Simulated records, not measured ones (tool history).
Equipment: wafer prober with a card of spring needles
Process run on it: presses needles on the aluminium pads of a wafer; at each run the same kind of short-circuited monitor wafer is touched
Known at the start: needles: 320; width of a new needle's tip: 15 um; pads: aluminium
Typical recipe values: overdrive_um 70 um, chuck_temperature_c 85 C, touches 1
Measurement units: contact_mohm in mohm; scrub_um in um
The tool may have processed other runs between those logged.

run	hour	overdrive_um	chuck_temperature_c	touches	contact_mohm	scrub_um
1	0	70	85	1	252	12.25
# hour 17: tips cleaned on abrasive film
# hour 33.9: tips cleaned on abrasive film
2	40.3	70	85	1	248	12.26
# hour 50.6: tips cleaned on abrasive film
# hour 64.2: tips cleaned on abrasive film
# hour 81.1: tips cleaned on abrasive film
# hour 98.1: tips cleaned on abrasive film
# hour 115.1: tips cleaned on abrasive film
3	127.5	70	85	1	254	12.28
# hour 131: tips cleaned on abrasive film
# hour 148: tips cleaned on abrasive film
# hour 164.9: tips cleaned on abrasive film
# hour 165.2: height of the first contact set anew
# hour 182.2: tips cleaned on abrasive film
# hour 199.2: tips cleaned on abrasive film
4	204.9	70	72	1	246	12.27
# hour 215.1: tips cleaned on abrasive film
# hour 228.7: tips cleaned on abrasive film
# hour 245.7: tips cleaned on abrasive film
# hour 259.2: tips cleaned on abrasive film
# hour 276.2: tips cleaned on abrasive film
5	289.3	70	86	1	252	12.26
# hour 292.7: tips cleaned on abrasive film
# hour 309.7: tips cleaned on abrasive film
# hour 326.7: tips cleaned on abrasive film
# hour 343.7: tips cleaned on abrasive film
6	355.4	70	86	1	249	12.31
# hour 358.9: tips cleaned on abrasive film
# hour 375.8: tips cleaned on abrasive film
# hour 392.8: tips cleaned on abrasive film
7	405.9	70	86	1	250	12.32
# hour 409.3: tips cleaned on abrasive film
# hour 422.9: tips cleaned on abrasive film
# hour 439.9: tips cleaned on abrasive film
# hour 456.9: tips cleaned on abrasive film
# hour 473.8: tips cleaned on abrasive film
# hour 490.8: tips cleaned on abrasive film
8	495.5	70	86	1	250	12.27
# hour 505.8: tips cleaned on abrasive film
# hour 522.7: tips cleaned on abrasive film
# hour 539.7: tips cleaned on abrasive film
# hour 550.1: height of the first contact set anew
# hour 556.2: tips cleaned on abrasive film
9	556.2	70	86	1	249	12.31
# hour 573.2: tips cleaned on abrasive film
# hour 586.8: tips cleaned on abrasive film
# hour 603.7: tips cleaned on abrasive film
# hour 620.7: tips cleaned on abrasive film
# hour 637.7: tips cleaned on abrasive film
10	645.3	70	86	1	249	12.34
# hour 652.1: tips cleaned on abrasive film
# hour 669.1: tips cleaned on abrasive film
# hour 686: tips cleaned on abrasive film
# hour 699.6: tips cleaned on abrasive film
# hour 716.6: tips cleaned on abrasive film
11	723.3	70	86	1	253	12.38
# hour 733.5: tips cleaned on abrasive film
# hour 750.4: tips cleaned on abrasive film
# hour 767.4: tips cleaned on abrasive film
12	773.6	70	86	1	252	12.33
# hour 783.8: tips cleaned on abrasive film
# hour 797.4: tips cleaned on abrasive film
# hour 814.4: tips cleaned on abrasive film
# hour 831.3: tips cleaned on abrasive film
13	839.8	66	112	1	261	11.64
# hour 846.6: tips cleaned on abrasive film
# hour 863.6: tips cleaned on abrasive film
# hour 880.5: tips cleaned on abrasive film
# hour 897.5: tips cleaned on abrasive film
14	902.6	66	112	1	260	11.65
# hour 912.8: tips cleaned on abrasive film
# hour 929.8: tips cleaned on abrasive film
# hour 936.8: height of the first contact set anew
# hour 947: tips cleaned on abrasive film
15	951.2	70	87	1	251	12.41
# hour 961.5: tips cleaned on abrasive film
# hour 975: tips cleaned on abrasive film
# hour 992: tips cleaned on abrasive film
16	994.3	70	87	1	253	12.38
# hour 1007.9: tips cleaned on abrasive film
# hour 1024.9: tips cleaned on abrasive film
17	1036	70	102	1	256	12.4
# hour 1039.5: tips cleaned on abrasive film
# hour 1056.5: tips cleaned on abrasive film
# hour 1073.4: tips cleaned on abrasive film
# hour 1087: tips cleaned on abrasive film
18	1099.5	68	102	1	258	12.07
# hour 1103: tips cleaned on abrasive film
# hour 1119.9: tips cleaned on abrasive film
# hour 1136.9: tips cleaned on abrasive film
# hour 1153.9: tips cleaned on abrasive film
# hour 1167.5: tips cleaned on abrasive film
# hour 1183.4: tips cleaned on abrasive film
19	1183.4	62	117	1	260	11.05
# hour 1200.3: tips cleaned on abrasive film
# hour 1217.3: tips cleaned on abrasive film
# hour 1234.3: tips cleaned on abrasive film
20	1244.3	62	117	1	261	11.02
# hour 1251.1: tips cleaned on abrasive film
# hour 1268.1: tips cleaned on abrasive film
# hour 1285.1: tips cleaned on abrasive film
# hour 1298.7: tips cleaned on abrasive film
21	1305.2	62	117	1	265	10.99
# hour 1315.4: tips cleaned on abrasive film
# hour 1322.5: height of the first contact set anew
# hour 1332.7: tips cleaned on abrasive film
# hour 1346.3: tips cleaned on abrasive film
# hour 1360.6: tips cleaned on abrasive film
22	1360.6	62	110	1	259	11.03
# hour 1377.6: tips cleaned on abrasive film
# hour 1391.2: tips cleaned on abrasive film
# hour 1408.1: tips cleaned on abrasive film
# hour 1425.1: tips cleaned on abrasive film
23	1438.2	61	70	2	252	10.88
# hour 1441.7: tips cleaned on abrasive film
# hour 1455.3: tips cleaned on abrasive film
# hour 1472.3: tips cleaned on abrasive film
# hour 1489.2: tips cleaned on abrasive film
24	1493.4	61	70	2	252	10.83

Here are 5 independent what-if runs from the current tool condition. What would each one return?
# hour 1503.6: tips cleaned on abrasive film
# hour 1520.5: tips cleaned on abrasive film
A	1531.3	67	60	2	?	?
# hour 1503.6: tips cleaned on abrasive film
# hour 1520.5: tips cleaned on abrasive film
B	1531.3	61	85	1	?	?
# hour 1503.6: tips cleaned on abrasive film
# hour 1520.5: tips cleaned on abrasive film
C	1531.3	70	85	1	?	?
# hour 1503.6: tips cleaned on abrasive film
# hour 1520.5: tips cleaned on abrasive film
D	1531.3	59	73	1	?	?
# hour 1503.6: tips cleaned on abrasive film
# hour 1520.5: tips cleaned on abrasive film
E	1531.3	88	70	1	?	?

run	contact_mohm	scrub_um
A	244	11.95
B	254	10.88
C	255	12.42
D	249	10.51
E	243	15.69
Without the tool's hidden state the same runs would have given:
run	contact_mohm	scrub_um
A	243	11.73
B	253	10.68
C	254	12.19
D	248	10.32
E	243	15.4
